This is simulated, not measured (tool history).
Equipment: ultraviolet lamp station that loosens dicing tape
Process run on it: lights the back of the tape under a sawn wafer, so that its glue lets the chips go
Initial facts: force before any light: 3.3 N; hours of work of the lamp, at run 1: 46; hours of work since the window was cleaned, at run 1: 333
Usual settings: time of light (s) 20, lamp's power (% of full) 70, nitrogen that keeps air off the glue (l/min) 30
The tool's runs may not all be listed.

| run | hour | time of light (s) | lamp's power (% of full) | nitrogen that keeps air off the glue (l/min) | hours of work of the lamp | hours of work since the window was cleaned | force that peels the tape off (N) | light that reached the tape (mJ/cm²) |
|---|---|---|---|---|---|---|---|---|
| 1 | 0.0 | 20 | 70 | 30 | 46 | 333 | 0.345 | 228 |
| 2 | 38.8 | 20 | 70 | 30 | 65 | 352 | 0.368 | 225 |
| 3 | 117.4 | 20 | 70 | 30 | 103 | 391 | 0.356 | 227 |
| 4 | 178.2 | 25 | 70 | 30 | 133 | 421 | 0.281 | 275 |
| 5 | 247.6 | 25 | 70 | 30 | 167 | 455 | 0.283 | 272 |
| 6 | 299.2 | 20 | 70 | 18 | 192 | 480 | 0.444 | 217 |
| 7 | 334.6 | 22 | 70 | 18 | 210 | 497 | 0.407 | 242 |
| 8 | 390.9 | 22 | 70 | 18 | 237 | 525 | 0.388 | 236 |
| 9 | 426.9 | 20 | 100 | 30 | 255 | 543 | 0.271 | 309 |
| 10 | 489.0 | 20 | 70 | 30 | 286 | 573 | 0.375 | 205 |
| 11 | 526.1 | 20 | 67 | 30 | 304 | 591 | 0.397 | 203 |
|  | 532.4 | window cleaned of glue's vapour |
| 12 | 565.6 | 11 | 100 | 17 | 323 | 16 | 0.607 | 171 |
| 13 | 613.9 | 11 | 85 | 15 | 346 | 40 | 0.786 | 145 |
| 14 | 648.1 | 15 | 96 | 15 | 363 | 57 | 0.453 | 221 |
| 15 | 719.5 | 20 | 86 | 43 | 398 | 92 | 0.277 | 265 |
| 16 | 762.3 | 20 | 86 | 43 | 419 | 113 | 0.281 | 265 |
| 17 | 810.1 | 20 | 86 | 60 | 443 | 136 | 0.268 | 265 |
| 18 | 859.5 | 18 | 62 | 30 | 467 | 160 | 0.529 | 167 |
| 19 | 910.7 | 18 | 62 | 30 | 492 | 185 | 0.535 | 169 |
| 20 | 951.2 | 18 | 62 | 30 | 512 | 205 | 0.520 | 161 |

Measured minus without-hidden-state, run by run (identical run-to-run variation in each term; gauge scatter may differ):
Hidden state at play: lamp's light, % of a new lamp's; light that the window lets through, % of a clean one's; drift of the gauge itself on peel_n, %; drift of the gauge itself on dose_mj_cm2, %.
| run | force that peels the tape off (N) | light that reached the tape (mJ/cm²) |
|---|---|---|
| 1 | +0.016 | -9 |
| 2 | +0.019 | -11 |
| 3 | +0.023 | -13 |
| 4 | +0.015 | -19 |
| 5 | +0.018 | -22 |
| 6 | +0.046 | -19 |
| 7 | +0.042 | -22 |
| 8 | +0.044 | -24 |
| 9 | +0.017 | -32 |
| 10 | +0.047 | -25 |
| 11 | +0.055 | -25 |
| 12 | +0.056 | -13 |
| 13 | +0.073 | -12 |
| 14 | +0.048 | -19 |
| 15 | +0.020 | -26 |
| 16 | +0.021 | -28 |
| 17 | +0.019 | -30 |
| 18 | +0.078 | -21 |
| 19 | +0.081 | -21 |
| 20 | +0.084 | -23 |

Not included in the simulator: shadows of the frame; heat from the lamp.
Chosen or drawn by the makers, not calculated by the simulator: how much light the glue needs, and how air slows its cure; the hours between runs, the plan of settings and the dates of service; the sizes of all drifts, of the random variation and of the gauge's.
